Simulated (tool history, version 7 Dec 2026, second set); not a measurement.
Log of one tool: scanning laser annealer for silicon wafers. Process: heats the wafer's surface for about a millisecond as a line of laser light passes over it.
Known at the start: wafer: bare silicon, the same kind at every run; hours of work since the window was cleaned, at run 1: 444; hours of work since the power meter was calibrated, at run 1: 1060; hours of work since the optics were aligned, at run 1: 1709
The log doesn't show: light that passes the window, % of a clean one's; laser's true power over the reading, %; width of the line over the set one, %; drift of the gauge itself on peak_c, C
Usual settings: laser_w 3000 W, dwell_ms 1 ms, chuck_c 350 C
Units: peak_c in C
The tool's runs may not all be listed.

run,hour,laser_w,dwell_ms,chuck_c,hours of work since the window was cleaned,hours of work since the power meter was calibrated,hours of work since the optics were aligned,peak_c
1,0,3000,1,350,444,1060,1709,1026
2,54.7,3000,1,350,470,1086,1735,1022
3,84.2,3000,1,350,484,1100,1749,1023
# hour 115.8: optics aligned, line set to its width
4,133.6,3000,1,363,505,1121,8,1034
# hour 180.4: window over the wafer cleaned
5,192.4,3000,1,324,6,1148,35,1027
6,234,3000,1,324,25,1168,55,1027
# hour 243.2: optics aligned, line set to its width, once more
7,284.6,3000,1,340,47,1190,20,1060
8,314,3000,1,340,61,1204,34,1058
9,344,3000,1,340,75,1218,48,1056
10,372.3,3000,0.87,340,89,1231,61,1001
11,401,3000,1.21,350,102,1245,75,1148
12,434.1,3000,1.21,350,118,1261,91,1148
13,486.5,3000,1.21,350,143,1285,116,1146
14,524.9,3000,1,350,161,1304,134,1059
15,553.9,3000,1,350,175,1317,148,1065
16,599.1,3000,1,360,196,1339,169,1071
17,640.1,3000,1,360,216,1358,188,1069
18,692.9,3000,1,360,241,1383,214,1069
19,730.5,3068,1,360,259,1401,231,1081
20,780.1,2674,1,360,282,1425,255,974
21,812.7,3238,1.19,329,298,1440,270,1174
22,865.5,3238,1.08,329,323,1465,295,1129
23,902.2,2753,1.24,356,340,1483,313,1071
24,939.4,2753,1.24,356,358,1500,331,1068
25,978.3,3111,0.99,324,376,1519,349,1046
26,1007,3111,0.78,369,390,1533,363,1001
27,1042.8,3111,0.78,369,407,1550,380,997
28,1068.9,2972,0.78,335,419,1562,392,930
29,1094.7,2972,0.78,335,432,1574,404,927
30,1127.5,2972,0.78,335,447,1590,420,926
31,1182.3,3000,0.94,337,473,1616,446,1004
32,1242,3078,0.79,316,502,1644,474,933
33,1287.2,3078,0.79,316,523,1666,496,934
# hour 1297: window over the wafer cleaned
34,1327.7,2785,1.16,331,15,1684,514,1052
35,1367.7,3291,0.71,331,34,1703,533,985
36,1401.7,3291,0.71,331,50,1719,549,987
37,1439.8,3231,0.7,350,68,1737,567,986

Forecast each of these 3 alternatives for the next run:
A,1464.9,3211,0.95,316,80,1749,579,?
B,1464.9,2758,0.8,350,80,1749,579,?
C,1464.9,2720,1.17,378,80,1749,579,?

run,peak_c
A,1066
B,920
C,1079
Without the tool's hidden state the same runs would have given:
run,peak_c
A,1067
B,921
C,1079

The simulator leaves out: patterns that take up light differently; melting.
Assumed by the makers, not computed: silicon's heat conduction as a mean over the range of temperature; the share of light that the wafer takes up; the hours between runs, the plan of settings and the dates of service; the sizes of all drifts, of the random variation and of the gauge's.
